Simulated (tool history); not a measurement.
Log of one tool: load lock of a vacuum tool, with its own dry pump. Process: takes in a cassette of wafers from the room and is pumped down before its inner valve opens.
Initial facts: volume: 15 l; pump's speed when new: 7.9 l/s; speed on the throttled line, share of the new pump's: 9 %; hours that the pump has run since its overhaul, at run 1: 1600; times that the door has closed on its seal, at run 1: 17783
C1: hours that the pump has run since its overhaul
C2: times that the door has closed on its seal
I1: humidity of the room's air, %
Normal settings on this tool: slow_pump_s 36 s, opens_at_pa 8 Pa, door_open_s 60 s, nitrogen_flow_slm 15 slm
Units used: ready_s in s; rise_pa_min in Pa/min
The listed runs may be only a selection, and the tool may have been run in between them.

{"run": 1, "day": 0.0, "slow_pump_s": 36, "opens_at_pa": 8, "door_open_s": 60, "nitrogen_flow_slm": 15, "C1": 1600, "C2": 17783, "I1": 46.0, "ready_s": 50.6, "rise_pa_min": 0.163}
{"run": 2, "day": 4.188, "slow_pump_s": 36, "opens_at_pa": 8, "door_open_s": 60, "nitrogen_flow_slm": 15, "C1": 1701, "C2": 18274, "I1": 49.8, "ready_s": 51.2, "rise_pa_min": 0.176}
{"run": 3, "day": 8.121, "slow_pump_s": 36, "opens_at_pa": 8, "door_open_s": 60, "nitrogen_flow_slm": 15, "C1": 1795, "C2": 18735, "I1": 42.3, "ready_s": 51.3, "rise_pa_min": 0.164}
{"run": 4, "day": 12.738, "slow_pump_s": 36, "opens_at_pa": 10, "door_open_s": 60, "nitrogen_flow_slm": 15, "C1": 1906, "C2": 19276, "I1": 40.9, "ready_s": 51.2, "rise_pa_min": 0.174}
{"run": 5, "day": 20.471, "slow_pump_s": 36, "opens_at_pa": 10, "door_open_s": 60, "nitrogen_flow_slm": 15, "C1": 2092, "C2": 20182, "I1": 47.5, "ready_s": 51.0, "rise_pa_min": 0.188}
{"run": 6, "day": 26.042, "slow_pump_s": 36, "opens_at_pa": 8, "door_open_s": 60, "nitrogen_flow_slm": 15, "C1": 2225, "C2": 20835, "I1": 47.8, "ready_s": 51.5, "rise_pa_min": 0.191}
{"run": 7, "day": 29.612, "slow_pump_s": 36, "opens_at_pa": 8, "door_open_s": 60, "nitrogen_flow_slm": 15, "C1": 2311, "C2": 21254, "I1": 47.3, "ready_s": 50.6, "rise_pa_min": 0.193}
{"run": 8, "day": 36.954, "slow_pump_s": 36, "opens_at_pa": 8, "door_open_s": 60, "nitrogen_flow_slm": 15, "C1": 2487, "C2": 22114, "I1": 44.7, "ready_s": 51.4, "rise_pa_min": 0.198}
{"run": 9, "day": 40.646, "slow_pump_s": 36, "opens_at_pa": 8, "door_open_s": 60, "nitrogen_flow_slm": 15, "C1": 2576, "C2": 22547, "I1": 42.5, "ready_s": 52.2, "rise_pa_min": 0.197}
{"run": 10, "day": 47.692, "slow_pump_s": 36, "opens_at_pa": 8, "door_open_s": 60, "nitrogen_flow_slm": 15, "C1": 2745, "C2": 23373, "I1": 45.2, "ready_s": 51.1, "rise_pa_min": 0.213}
{"run": 11, "day": 54.621, "slow_pump_s": 36, "opens_at_pa": 8, "door_open_s": 60, "nitrogen_flow_slm": 15, "C1": 2911, "C2": 24185, "I1": 42.6, "ready_s": 52.6, "rise_pa_min": 0.207}
{"run": 12, "day": 62.125, "slow_pump_s": 40, "opens_at_pa": 13, "door_open_s": 59, "nitrogen_flow_slm": 15, "C1": 3091, "C2": 25064, "I1": 44.1, "ready_s": 54.6, "rise_pa_min": 0.228}
{"run": 13, "day": 69.446, "slow_pump_s": 34, "opens_at_pa": 8, "door_open_s": 60, "nitrogen_flow_slm": 8, "C1": 3267, "C2": 25922, "I1": 44.4, "ready_s": 50.5, "rise_pa_min": 0.248}
{"run": 14, "day": 74.117, "slow_pump_s": 50, "opens_at_pa": 8, "door_open_s": 30, "nitrogen_flow_slm": 15, "C1": 3379, "C2": 26470, "I1": 47.0, "ready_s": 63.9, "rise_pa_min": 0.231}
{"run": 15, "day": 78.112, "slow_pump_s": 50, "opens_at_pa": 8, "door_open_s": 30, "nitrogen_flow_slm": 15, "C1": 3475, "C2": 26938, "I1": 47.4, "ready_s": 64.1, "rise_pa_min": 0.231}
{"run": 16, "day": 85.188, "slow_pump_s": 50, "opens_at_pa": 8, "door_open_s": 97, "nitrogen_flow_slm": 5, "C1": 3645, "C2": 27767, "I1": 46.3, "ready_s": 64.8, "rise_pa_min": 0.297}
{"run": 17, "day": 92.317, "slow_pump_s": 35, "opens_at_pa": 7, "door_open_s": 97, "nitrogen_flow_slm": 23, "C1": 3816, "C2": 28603, "I1": 44.3, "ready_s": 51.0, "rise_pa_min": 0.269}
{"run": 18, "day": 96.271, "slow_pump_s": 35, "opens_at_pa": 7, "door_open_s": 97, "nitrogen_flow_slm": 23, "C1": 3911, "C2": 29066, "I1": 46.9, "ready_s": 50.2, "rise_pa_min": 0.272}
{"run": 19, "day": 100.7, "slow_pump_s": 35, "opens_at_pa": 7, "door_open_s": 97, "nitrogen_flow_slm": 23, "C1": 4017, "C2": 29585, "I1": 43.8, "ready_s": 51.1, "rise_pa_min": 0.276}
{"run": 20, "day": 104.396, "slow_pump_s": 35, "opens_at_pa": 7, "door_open_s": 97, "nitrogen_flow_slm": 23, "C1": 4106, "C2": 30018, "I1": 47.9, "ready_s": 50.9, "rise_pa_min": 0.289}
{"run": 21, "day": 111.829, "slow_pump_s": 66, "opens_at_pa": 7, "door_open_s": 220, "nitrogen_flow_slm": 39, "C1": 4284, "C2": 30890, "I1": 47.2, "ready_s": 78.6, "rise_pa_min": 0.284}

Each row is a separate what-if for the run after 21, all from the same tool condition, not one after another. Results?
{"run": "A", "day": 119.662, "slow_pump_s": 66, "opens_at_pa": 7, "door_open_s": 220, "nitrogen_flow_slm": 22, "C1": 4472, "C2": 31808, "I1": 43.8, "ready_s": "?", "rise_pa_min": "?"}
{"run": "B", "day": 119.662, "slow_pump_s": 48, "opens_at_pa": 7, "door_open_s": 220, "nitrogen_flow_slm": 27, "C1": 4472, "C2": 31808, "I1": 46.0, "ready_s": "?", "rise_pa_min": "?"}
{"run": "C", "day": 119.662, "slow_pump_s": 64, "opens_at_pa": 7, "door_open_s": 106, "nitrogen_flow_slm": 10, "C1": 4472, "C2": 31808, "I1": 42.9, "ready_s": "?", "rise_pa_min": "?"}
{"run": "D", "day": 119.662, "slow_pump_s": 34, "opens_at_pa": 7, "door_open_s": 220, "nitrogen_flow_slm": 7, "C1": 4472, "C2": 31808, "I1": 46.3, "ready_s": "?", "rise_pa_min": "?"}

run=A ready_s=79.0 rise_pa_min=0.317
run=B ready_s=62.2 rise_pa_min=0.316
run=C ready_s=78.4 rise_pa_min=0.325
run=D ready_s=49.8 rise_pa_min=0.372
The same runs, with their run-to-run variation unchanged, on a tool lacking any hidden condition would have given:
run=A ready_s=78.3 rise_pa_min=0.089
run=B ready_s=61.5 rise_pa_min=0.088
run=C ready_s=77.7 rise_pa_min=0.093
run=D ready_s=49.0 rise_pa_min=0.146

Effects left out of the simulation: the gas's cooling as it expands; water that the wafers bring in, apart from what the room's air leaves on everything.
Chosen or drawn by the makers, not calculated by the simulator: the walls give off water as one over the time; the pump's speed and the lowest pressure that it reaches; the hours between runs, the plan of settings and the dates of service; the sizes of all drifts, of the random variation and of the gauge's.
